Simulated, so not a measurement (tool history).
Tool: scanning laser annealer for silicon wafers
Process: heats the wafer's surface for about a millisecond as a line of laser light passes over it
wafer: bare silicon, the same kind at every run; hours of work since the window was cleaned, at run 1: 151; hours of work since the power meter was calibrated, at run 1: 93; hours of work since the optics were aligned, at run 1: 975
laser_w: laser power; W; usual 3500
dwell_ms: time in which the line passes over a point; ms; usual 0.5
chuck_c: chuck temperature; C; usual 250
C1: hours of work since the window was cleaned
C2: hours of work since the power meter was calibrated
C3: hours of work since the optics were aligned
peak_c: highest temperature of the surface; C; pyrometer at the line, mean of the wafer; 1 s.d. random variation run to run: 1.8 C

{"run": 1, "hour": 0.0, "laser_w": 3500, "dwell_ms": 0.5, "chuck_c": 250, "C1": 151, "C2": 93, "C3": 975, "peak_c": 1014}
{"run": 2, "hour": 10.9, "laser_w": 3500, "dwell_ms": 0.5, "chuck_c": 250, "C1": 156, "C2": 97, "C3": 980, "peak_c": 1012}
{"run": 3, "hour": 23.1, "laser_w": 3500, "dwell_ms": 0.5, "chuck_c": 250, "C1": 162, "C2": 103, "C3": 985, "peak_c": 1015}
{"run": 4, "hour": 31.3, "laser_w": 3500, "dwell_ms": 0.5, "chuck_c": 250, "C1": 165, "C2": 106, "C3": 989, "peak_c": 1016}
{"run": 5, "hour": 38.0, "laser_w": 3500, "dwell_ms": 0.5, "chuck_c": 250, "C1": 168, "C2": 109, "C3": 992, "peak_c": 1015}
{"run": 6, "hour": 45.8, "laser_w": 3500, "dwell_ms": 0.5, "chuck_c": 250, "C1": 172, "C2": 113, "C3": 995, "peak_c": 1018}
{"run": 7, "hour": 53.6, "laser_w": 3500, "dwell_ms": 0.5, "chuck_c": 250, "C1": 175, "C2": 116, "C3": 999, "peak_c": 1017}
{"run": 8, "hour": 60.8, "laser_w": 3500, "dwell_ms": 0.5, "chuck_c": 250, "C1": 178, "C2": 119, "C3": 1002, "peak_c": 1014}
{"run": 9, "hour": 66.7, "laser_w": 3500, "dwell_ms": 0.5, "chuck_c": 250, "C1": 181, "C2": 122, "C3": 1004, "peak_c": 1016}

Run 10 is up next; what results do you expect?
{"run": 10, "hour": 72.7, "laser_w": 3098, "dwell_ms": 0.5, "chuck_c": 277, "C1": 183, "C2": 125, "C3": 1007, "peak_c": "?"}

{"run 10": {"peak_c": 944}}
With no hidden state in the tool, this same run would have given peak_c 951 C.

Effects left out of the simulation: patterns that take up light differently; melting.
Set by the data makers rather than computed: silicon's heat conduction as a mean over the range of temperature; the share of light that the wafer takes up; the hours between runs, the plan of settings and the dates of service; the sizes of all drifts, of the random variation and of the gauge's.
